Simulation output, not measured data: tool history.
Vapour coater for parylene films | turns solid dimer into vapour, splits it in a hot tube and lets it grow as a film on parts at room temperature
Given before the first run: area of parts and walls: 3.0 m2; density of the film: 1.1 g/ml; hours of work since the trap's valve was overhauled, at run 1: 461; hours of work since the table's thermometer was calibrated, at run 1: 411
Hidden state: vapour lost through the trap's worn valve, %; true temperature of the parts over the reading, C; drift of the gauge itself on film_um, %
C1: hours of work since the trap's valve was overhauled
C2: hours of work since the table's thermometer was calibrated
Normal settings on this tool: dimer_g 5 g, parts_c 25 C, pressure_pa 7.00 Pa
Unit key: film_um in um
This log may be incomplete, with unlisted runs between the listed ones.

run 1 hour=0.0 | dimer_g=5 parts_c=25 pressure_pa=7.00 | C1=461 C2=411 | film_um=0.94
-- hour=17.3 trap's valve overhauled
run 2 hour=33.9 | dimer_g=5 parts_c=25 pressure_pa=7.00 | C1=7 C2=423 | film_um=1.05
run 3 hour=79.7 | dimer_g=2 parts_c=25 pressure_pa=7.00 | C1=25 C2=442 | film_um=0.43
run 4 hour=105.3 | dimer_g=2 parts_c=25 pressure_pa=7.00 | C1=36 C2=452 | film_um=0.42
run 5 hour=127.1 | dimer_g=2 parts_c=25 pressure_pa=7.00 | C1=45 C2=461 | film_um=0.42
run 6 hour=158.2 | dimer_g=2 parts_c=25 pressure_pa=7.00 | C1=57 C2=474 | film_um=0.42
run 7 hour=180.2 | dimer_g=5 parts_c=35 pressure_pa=7.00 | C1=66 C2=483 | film_um=0.77
run 8 hour=214.5 | dimer_g=9 parts_c=25 pressure_pa=7.00 | C1=80 C2=497 | film_um=1.90
run 9 hour=249.6 | dimer_g=5 parts_c=25 pressure_pa=7.00 | C1=95 C2=511 | film_um=1.04
run 10 hour=291.9 | dimer_g=5 parts_c=26 pressure_pa=7.00 | C1=112 C2=528 | film_um=0.99
run 11 hour=330.6 | dimer_g=3 parts_c=26 pressure_pa=7.00 | C1=127 C2=544 | film_um=0.60
run 12 hour=368.7 | dimer_g=3 parts_c=26 pressure_pa=7.00 | C1=143 C2=560 | film_um=0.59
run 13 hour=415.2 | dimer_g=5 parts_c=25 pressure_pa=7.00 | C1=162 C2=579 | film_um=1.00
run 14 hour=436.8 | dimer_g=5 parts_c=25 pressure_pa=7.00 | C1=171 C2=587 | film_um=1.02
run 15 hour=457.6 | dimer_g=5 parts_c=25 pressure_pa=7.00 | C1=179 C2=596 | film_um=1.02
run 16 hour=499.8 | dimer_g=5 parts_c=25 pressure_pa=7.00 | C1=196 C2=613 | film_um=1.02
run 17 hour=541.3 | dimer_g=5 parts_c=17 pressure_pa=7.00 | C1=213 C2=630 | film_um=1.30
run 18 hour=573.3 | dimer_g=5 parts_c=25 pressure_pa=7.00 | C1=226 C2=643 | film_um=1.00
run 19 hour=596.6 | dimer_g=5 parts_c=25 pressure_pa=7.00 | C1=236 C2=652 | film_um=1.04
run 20 hour=620.1 | dimer_g=5 parts_c=25 pressure_pa=7.00 | C1=245 C2=662 | film_um=1.00
run 21 hour=654.5 | dimer_g=5 parts_c=25 pressure_pa=7.00 | C1=259 C2=676 | film_um=1.00
run 22 hour=680.7 | dimer_g=5 parts_c=25 pressure_pa=7.00 | C1=270 C2=687 | film_um=0.98
run 23 hour=700.0 | dimer_g=5 parts_c=37 pressure_pa=7.27 | C1=278 C2=694 | film_um=0.67
run 24 hour=728.6 | dimer_g=5 parts_c=37 pressure_pa=7.27 | C1=289 C2=706 | film_um=0.68
run 25 hour=752.1 | dimer_g=2 parts_c=25 pressure_pa=7.00 | C1=299 C2=716 | film_um=0.41
run 26 hour=773.0 | dimer_g=7 parts_c=27 pressure_pa=8.46 | C1=307 C2=724 | film_um=1.26
run 27 hour=794.3 | dimer_g=2 parts_c=20 pressure_pa=8.46 | C1=316 C2=733 | film_um=0.46
run 28 hour=819.0 | dimer_g=2 parts_c=20 pressure_pa=8.46 | C1=326 C2=743 | film_um=0.45
run 29 hour=866.2 | dimer_g=2 parts_c=25 pressure_pa=7.00 | C1=345 C2=762 | film_um=0.39
run 30 hour=892.1 | dimer_g=5 parts_c=32 pressure_pa=7.97 | C1=356 C2=773 | film_um=0.79
run 31 hour=912.3 | dimer_g=4 parts_c=20 pressure_pa=9.07 | C1=364 C2=781 | film_um=0.89
run 32 hour=947.7 | dimer_g=3 parts_c=36 pressure_pa=4.86 | C1=379 C2=795 | film_um=0.41
run 33 hour=966.8 | dimer_g=3 parts_c=30 pressure_pa=6.49 | C1=386 C2=803 | film_um=0.49
run 34 hour=993.1 | dimer_g=4 parts_c=32 pressure_pa=7.72 | C1=397 C2=814 | film_um=0.61
run 35 hour=1040.2 | dimer_g=5 parts_c=25 pressure_pa=6.58 | C1=416 C2=833 | film_um=0.95
run 36 hour=1085.1 | dimer_g=4 parts_c=18 pressure_pa=2.01 | C1=434 C2=851 | film_um=1.02
run 37 hour=1128.2 | dimer_g=4 parts_c=18 pressure_pa=2.01 | C1=452 C2=869 | film_um=1.01
run 38 hour=1148.8 | dimer_g=2 parts_c=26 pressure_pa=2.01 | C1=460 C2=877 | film_um=0.40
-- hour=1168.6 trap's valve overhauled
run 39 hour=1183.9 | dimer_g=7 parts_c=18 pressure_pa=2.10 | C1=6 C2=890 | film_um=2.03

5 ways to go on from here, each from the tool as it stands after run 39. What would each give?
run A hour=1226.4 | dimer_g=7 parts_c=18 pressure_pa=8.51 | C1=24 C2=907 | film_um=?
run B hour=1226.4 | dimer_g=5 parts_c=18 pressure_pa=6.91 | C1=24 C2=907 | film_um=?
run C hour=1226.4 | dimer_g=3 parts_c=27 pressure_pa=2.10 | C1=24 C2=907 | film_um=?
run D hour=1226.4 | dimer_g=7 parts_c=28 pressure_pa=10.13 | C1=24 C2=907 | film_um=?
run E hour=1226.4 | dimer_g=4 parts_c=32 pressure_pa=2.10 | C1=24 C2=907 | film_um=?

run=A film_um=1.83
run=B film_um=1.30
run=C film_um=0.65
run=D film_um=1.32
run=E film_um=0.74
Take away the tool's hidden state, keep each run's random variation, and the runs would have read:
run=A film_um=1.88
run=B film_um=1.34
run=C film_um=0.67
run=D film_um=1.35
run=E film_um=0.76
